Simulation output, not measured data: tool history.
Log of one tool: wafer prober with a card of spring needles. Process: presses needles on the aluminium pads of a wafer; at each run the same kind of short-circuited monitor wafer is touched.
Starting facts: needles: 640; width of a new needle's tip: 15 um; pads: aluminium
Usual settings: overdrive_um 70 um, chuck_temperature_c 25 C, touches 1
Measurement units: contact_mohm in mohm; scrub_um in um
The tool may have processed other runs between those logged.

run,hour,overdrive_um,chuck_temperature_c,touches,contact_mohm,scrub_um
1,0.0,70,25,1,125,14.35
# hour 7.6: tips cleaned on abrasive film
# hour 21.9: tips cleaned on abrasive film
2,28.1,70,25,1,127,14.34
# hour 35.1: tips cleaned on abrasive film
# hour 49.5: tips cleaned on abrasive film
# hour 62.3: tips cleaned on abrasive film
3,62.3,70,25,1,128,14.32
# hour 75.1: tips cleaned on abrasive film
# hour 88.7: tips cleaned on abrasive film
4,90.2,70,25,1,127,14.39
# hour 101.1: tips cleaned on abrasive film
# hour 114.8: tips cleaned on abrasive film
5,124.4,70,25,1,129,14.39
# hour 127.6: tips cleaned on abrasive film
# hour 141.2: tips cleaned on abrasive film
6,148.6,57,25,1,127,11.72
# hour 153.7: tips cleaned on abrasive film
# hour 167.7: tips cleaned on abrasive film
# hour 180.0: tips cleaned on abrasive film
7,185.3,70,25,1,126,14.36
# hour 194.4: tips cleaned on abrasive film
# hour 209.5: tips cleaned on abrasive film
# hour 223.5: tips cleaned on abrasive film
8,229.9,70,25,1,128,14.41
# hour 237.9: tips cleaned on abrasive film
9,248.3,70,25,1,127,14.24
# hour 251.5: tips cleaned on abrasive film
# hour 264.9: tips cleaned on abrasive film
# hour 278.7: tips cleaned on abrasive film
10,279.4,70,25,1,129,14.27
# hour 293.3: tips cleaned on abrasive film
# hour 308.0: tips cleaned on abrasive film
# hour 322.2: tips cleaned on abrasive film
11,324.7,70,25,1,125,14.27
# hour 335.9: tips cleaned on abrasive film
# hour 350.0: tips cleaned on abrasive film
# hour 364.2: tips cleaned on abrasive film
12,369.2,51,25,1,131,10.39
# hour 377.5: tips cleaned on abrasive film
# hour 391.6: tips cleaned on abrasive film
# hour 404.9: tips cleaned on abrasive film
13,409.3,51,25,1,130,10.37
# hour 417.8: tips cleaned on abrasive film
# hour 431.0: tips cleaned on abrasive film
# hour 443.8: tips cleaned on abrasive film
14,443.8,70,25,1,129,14.24
# hour 456.1: tips cleaned on abrasive film
# hour 468.4: tips cleaned on abrasive film
15,468.4,70,87,1,134,14.26
# hour 476.7: height of the first contact set anew
# hour 482.9: tips cleaned on abrasive film
16,487.9,70,87,1,137,14.23
# hour 495.8: tips cleaned on abrasive film
# hour 508.0: tips cleaned on abrasive film
# hour 521.4: tips cleaned on abrasive film
17,532.8,78,86,2,134,15.87
# hour 535.9: tips cleaned on abrasive film
# hour 549.7: tips cleaned on abrasive film
# hour 564.5: tips cleaned on abrasive film
18,575.9,78,86,2,136,15.81
# hour 578.3: tips cleaned on abrasive film
# hour 592.5: tips cleaned on abrasive film
19,600.6,63,37,2,130,12.74
# hour 606.2: tips cleaned on abrasive film
# hour 620.4: tips cleaned on abrasive film
20,624.0,87,116,2,139,17.68
# hour 634.9: tips cleaned on abrasive film
21,646.3,63,75,3,135,12.79
# hour 649.3: tips cleaned on abrasive film
# hour 663.4: tips cleaned on abrasive film
# hour 675.6: tips cleaned on abrasive film
# hour 689.8: tips cleaned on abrasive film
22,689.8,63,75,3,135,12.85
# hour 704.7: tips cleaned on abrasive film
# hour 718.0: tips cleaned on abrasive film
# hour 730.6: tips cleaned on abrasive film
23,730.6,83,58,1,131,16.89
# hour 744.1: tips cleaned on abrasive film
# hour 759.3: tips cleaned on abrasive film
24,759.5,89,25,2,124,18.08
# hour 773.5: tips cleaned on abrasive film
# hour 786.5: tips cleaned on abrasive film
25,791.0,57,51,2,131,11.60

Expected results for the next run?
# hour 800.2: tips cleaned on abrasive film
# hour 814.1: tips cleaned on abrasive film
# hour 827.8: tips cleaned on abrasive film
26,836.1,70,25,1,?,?

contact_mohm: 128 mohm
scrub_um: 14.10 um
With the hidden condition absent and the run-to-run variation left alone, this run would have shown contact_mohm 128 mohm, scrub_um 14.30 um.

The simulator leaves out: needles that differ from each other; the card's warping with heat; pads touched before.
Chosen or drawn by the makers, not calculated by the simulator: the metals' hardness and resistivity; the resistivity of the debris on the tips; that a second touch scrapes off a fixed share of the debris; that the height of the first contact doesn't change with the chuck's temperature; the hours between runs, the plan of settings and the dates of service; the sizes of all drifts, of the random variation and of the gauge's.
